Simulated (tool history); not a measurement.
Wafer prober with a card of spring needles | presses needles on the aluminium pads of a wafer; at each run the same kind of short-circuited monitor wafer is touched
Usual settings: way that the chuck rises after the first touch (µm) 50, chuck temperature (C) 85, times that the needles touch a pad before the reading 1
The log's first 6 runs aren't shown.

run	hour	way that the chuck rises after the first touch (µm)	chuck temperature (C)	times that the needles touch a pad before the reading	resistance of one needle with its contact and lead (mohm)	way that a needle slides on the pad (µm)
7	56.5	50	90	1	410	11.34
# hour 62.1: tips cleaned on abrasive film
8	67.8	50	90	1	370	11.34
9	72.9	63	85	1	351	14.36
# hour 75.9: tips cleaned on abrasive film
10	78.5	63	85	1	273	14.32
11	83.4	63	85	1	329	14.32
12	88.6	50	85	1	434	11.34
# hour 90.3: tips cleaned on abrasive film
13	100	50	85	1	413	11.27
# hour 104.1: tips cleaned on abrasive film
14	107.4	50	85	1	324	11.29
15	114.7	50	85	1	420	11.29
# hour 117.9: tips cleaned on abrasive film
16	120.5	62	85	1	273	14.02
17	128.8	62	85	2	299	14.03
# hour 132.3: tips cleaned on abrasive film
18	139.8	36	80	2	418	8
19	144.7	50	52	1	445	11.26
# hour 146.3: tips cleaned on abrasive film
20	152.7	69	52	3	246	15.61
# hour 160: tips cleaned on abrasive film
21	163.7	69	52	3	235	15.66
22	169.6	35	43	3	373	7.76
# hour 174.3: tips cleaned on abrasive film
23	180.4	35	56	1	534	7.73
# hour 188.2: tips cleaned on abrasive film
24	190.9	35	56	1	424	7.72
25	198.5	62	121	3	279	13.9
# hour 202.1: tips cleaned on abrasive film
# hour 204.7: height of the first contact set anew
26	207.7	62	121	3	262	14.3

The next listed run, before its measurement:
# hour 216.4: tips cleaned on abrasive film
27	218.3	69	52	2	?	?

resistance of one needle with its contact and lead (mohm): 230
way that a needle slides on the pad (µm): 15.85
Without the tool's hidden state the same run would have given resistance of one needle with its contact and lead (mohm) 207, way that a needle slides on the pad (µm) 15.87.

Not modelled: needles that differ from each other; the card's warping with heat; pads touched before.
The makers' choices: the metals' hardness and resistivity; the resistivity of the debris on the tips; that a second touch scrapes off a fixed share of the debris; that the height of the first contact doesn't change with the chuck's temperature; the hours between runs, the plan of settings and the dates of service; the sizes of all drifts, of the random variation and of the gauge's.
